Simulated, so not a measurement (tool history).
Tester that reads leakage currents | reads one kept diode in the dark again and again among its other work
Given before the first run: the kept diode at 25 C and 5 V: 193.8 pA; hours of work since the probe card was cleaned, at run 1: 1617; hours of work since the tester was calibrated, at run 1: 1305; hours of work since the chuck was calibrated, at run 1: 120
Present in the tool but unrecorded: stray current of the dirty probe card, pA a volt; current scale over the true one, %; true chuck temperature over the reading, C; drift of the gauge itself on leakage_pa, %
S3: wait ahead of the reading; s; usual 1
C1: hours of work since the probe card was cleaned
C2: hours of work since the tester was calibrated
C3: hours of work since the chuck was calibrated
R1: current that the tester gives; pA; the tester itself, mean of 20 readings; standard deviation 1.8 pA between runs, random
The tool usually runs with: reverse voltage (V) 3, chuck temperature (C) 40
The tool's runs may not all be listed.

{"run": 1, "hour": 0.0, "reverse voltage (V)": 3, "chuck temperature (C)": 40, "S3": 1, "C1": 1617, "C2": 1305, "C3": 120, "R1": 611.15}
{"run": 2, "hour": 52.8, "reverse voltage (V)": 3, "chuck temperature (C)": 40, "S3": 1, "C1": 1645, "C2": 1333, "C3": 148, "R1": 616.72}
{"run": 3, "hour": 115.8, "reverse voltage (V)": 3, "chuck temperature (C)": 40, "S3": 1, "C1": 1678, "C2": 1366, "C3": 181, "R1": 615.73}
{"run": 4, "hour": 165.1, "reverse voltage (V)": 3, "chuck temperature (C)": 30, "S3": 1, "C1": 1704, "C2": 1392, "C3": 207, "R1": 252.21}
{"run": 5, "hour": 218.4, "reverse voltage (V)": 3, "chuck temperature (C)": 30, "S3": 1, "C1": 1732, "C2": 1421, "C3": 235, "R1": 252.93}
{"run": 6, "hour": 276.0, "reverse voltage (V)": 3, "chuck temperature (C)": 30, "S3": 1, "C1": 1763, "C2": 1451, "C3": 266, "R1": 254.08}
{"run": 7, "hour": 312.3, "reverse voltage (V)": 3, "chuck temperature (C)": 30, "S3": 1, "C1": 1782, "C2": 1470, "C3": 285, "R1": 253.81}
{"run": 8, "hour": 387.6, "reverse voltage (V)": 3, "chuck temperature (C)": 30, "S3": 1, "C1": 1822, "C2": 1510, "C3": 325, "R1": 256.42}
{"run": 9, "hour": 429.9, "reverse voltage (V)": 3, "chuck temperature (C)": 30, "S3": 1, "C1": 1844, "C2": 1532, "C3": 347, "R1": 255.46}
{"run": 10, "hour": 492.2, "reverse voltage (V)": 3, "chuck temperature (C)": 30, "S3": 1, "C1": 1877, "C2": 1565, "C3": 380, "R1": 256}
{"run": 11, "hour": 572.0, "reverse voltage (V)": 5.66, "chuck temperature (C)": 40, "S3": 1, "C1": 1919, "C2": 1608, "C3": 422, "R1": 877.72}
{"run": 12, "hour": 628.0, "reverse voltage (V)": 5.66, "chuck temperature (C)": 40, "S3": 1, "C1": 1949, "C2": 1637, "C3": 452, "R1": 877.89}
{"run": 13, "hour": 707.2, "reverse voltage (V)": 3, "chuck temperature (C)": 40, "S3": 1, "C1": 1991, "C2": 1679, "C3": 494, "R1": 633.04}
{"run": 14, "hour": 780.6, "reverse voltage (V)": 3, "chuck temperature (C)": 40, "S3": 1, "C1": 2029, "C2": 1718, "C3": 532, "R1": 631.89}
{"run": 15, "hour": 834.3, "reverse voltage (V)": 3, "chuck temperature (C)": 40, "S3": 1, "C1": 2058, "C2": 1746, "C3": 561, "R1": 637.08}
{"run": 16, "hour": 875.9, "reverse voltage (V)": 18.9, "chuck temperature (C)": 40, "S3": 1, "C1": 2080, "C2": 1768, "C3": 583, "R1": 1677.36}
{"run": 17, "hour": 955.7, "reverse voltage (V)": 3, "chuck temperature (C)": 35, "S3": 1, "C1": 2122, "C2": 1810, "C3": 625, "R1": 412.32}
{"run": 18, "hour": 1040.7, "reverse voltage (V)": 3, "chuck temperature (C)": 40, "S3": 0.46, "C1": 2167, "C2": 1855, "C3": 670, "R1": 645.28}
{"run": 19, "hour": 1127.1, "reverse voltage (V)": 3, "chuck temperature (C)": 40, "S3": 1, "C1": 2213, "C2": 1901, "C3": 715, "R1": 640.25}
{"run": 20, "hour": 1163.4, "reverse voltage (V)": 3, "chuck temperature (C)": 40, "S3": 1, "C1": 2232, "C2": 1920, "C3": 735, "R1": 644.39}
{"run": 21, "hour": 1239.6, "reverse voltage (V)": 9.11, "chuck temperature (C)": 27, "S3": 1.65, "C1": 2272, "C2": 1960, "C3": 775, "R1": 365.81}
{"run": 22, "hour": 1316.6, "reverse voltage (V)": 9.11, "chuck temperature (C)": 27, "S3": 1.65, "C1": 2313, "C2": 2001, "C3": 816, "R1": 365.8}
{"hour": 1324.3, "done": "probe card cleaned and baked"}
{"run": 23, "hour": 1375.3, "reverse voltage (V)": 10.35, "chuck temperature (C)": 57, "S3": 1.65, "C1": 27, "C2": 2031, "C3": 845, "R1": 4997.16}
{"hour": 1385.0, "done": "tester calibrated"}
{"run": 24, "hour": 1464.6, "reverse voltage (V)": 10.35, "chuck temperature (C)": 57, "S3": 1.65, "C1": 73, "C2": 42, "C3": 891, "R1": 5056.56}
{"run": 25, "hour": 1526.3, "reverse voltage (V)": 14.87, "chuck temperature (C)": 40, "S3": 0.68, "C1": 106, "C2": 75, "C3": 924, "R1": 1495.68}
{"run": 26, "hour": 1585.5, "reverse voltage (V)": 19.52, "chuck temperature (C)": 31, "S3": 8.07, "C1": 137, "C2": 106, "C3": 955, "R1": 772.38}
{"run": 27, "hour": 1632.4, "reverse voltage (V)": 19.52, "chuck temperature (C)": 31, "S3": 8.07, "C1": 162, "C2": 131, "C3": 980, "R1": 776.34}
{"run": 28, "hour": 1672.5, "reverse voltage (V)": 4.85, "chuck temperature (C)": 31, "S3": 8.57, "C1": 183, "C2": 152, "C3": 1001, "R1": 375.08}
{"hour": 1694.3, "done": "tester calibrated, once more"}
{"run": 29, "hour": 1761.1, "reverse voltage (V)": 5.05, "chuck temperature (C)": 31, "S3": 7.1, "C1": 229, "C2": 35, "C3": 1047, "R1": 379.59}
{"run": 30, "hour": 1831.7, "reverse voltage (V)": 5.05, "chuck temperature (C)": 31, "S3": 7.1, "C1": 266, "C2": 73, "C3": 1084, "R1": 377.44}
{"run": 31, "hour": 1880.7, "reverse voltage (V)": 5.05, "chuck temperature (C)": 31, "S3": 7.1, "C1": 292, "C2": 99, "C3": 1110, "R1": 380.74}
{"run": 32, "hour": 1942.2, "reverse voltage (V)": 3, "chuck temperature (C)": 36, "S3": 0.64, "C1": 324, "C2": 131, "C3": 1143, "R1": 458.31}
{"run": 33, "hour": 2001.7, "reverse voltage (V)": 4.3, "chuck temperature (C)": 41, "S3": 0.66, "C1": 356, "C2": 163, "C3": 1174, "R1": 865.02}
{"run": 34, "hour": 2047.2, "reverse voltage (V)": 1.95, "chuck temperature (C)": 41, "S3": 0.44, "C1": 380, "C2": 187, "C3": 1198, "R1": 570.05}
{"run": 35, "hour": 2118.4, "reverse voltage (V)": 1.95, "chuck temperature (C)": 41, "S3": 0.44, "C1": 418, "C2": 224, "C3": 1236, "R1": 573.27}
{"run": 36, "hour": 2187.0, "reverse voltage (V)": 7.47, "chuck temperature (C)": 40, "S3": 3.05, "C1": 454, "C2": 260, "C3": 1272, "R1": 1063.08}
{"run": 37, "hour": 2234.3, "reverse voltage (V)": 7.66, "chuck temperature (C)": 55, "S3": 5.39, "C1": 479, "C2": 285, "C3": 1297, "R1": 3741.45}
{"run": 38, "hour": 2304.2, "reverse voltage (V)": 7.66, "chuck temperature (C)": 55, "S3": 5.39, "C1": 516, "C2": 322, "C3": 1334, "R1": 3750.95}
{"run": 39, "hour": 2385.0, "reverse voltage (V)": 2.17, "chuck temperature (C)": 50, "S3": 8.63, "C1": 559, "C2": 365, "C3": 1377, "R1": 1309.23}

Describe how what the log doesn't record of the tool's condition differs between the last listed run preceding each entry between runs and the first listed run following it.
Run 22 -> run 23: probe card cleaned and baked (hour 1324.3)
  stray current of the dirty probe card, pA a volt: 1.569 -> 0.047; current scale over the true one, %: 1.31 -> 1.32; true chuck temperature over the reading, C: 0.79 -> 0.82
  what was measured, less what the result would be without the hidden state, R1: +43.86 -> +373.55 pA
Run 23 -> run 24: tester calibrated (hour 1385)
  stray current of the dirty probe card, pA a volt: 0.047 -> 0.076; current scale over the true one, %: 1.32 -> 1.64; true chuck temperature over the reading, C: 0.82 -> 0.85
  what was measured, less what the result would be without the hidden state, R1: +373.55 -> +405.57 pA
Run 28 -> run 29: tester calibrated, once more (hour 1694.3)
  stray current of the dirty probe card, pA a volt: 0.15 -> 0.178; current scale over the true one, %: 1.7 -> -0.06; true chuck temperature over the reading, C: 0.95 -> 0.99
  what was measured, less what the result would be without the hidden state, R1: +37.92 -> +33.78 pA
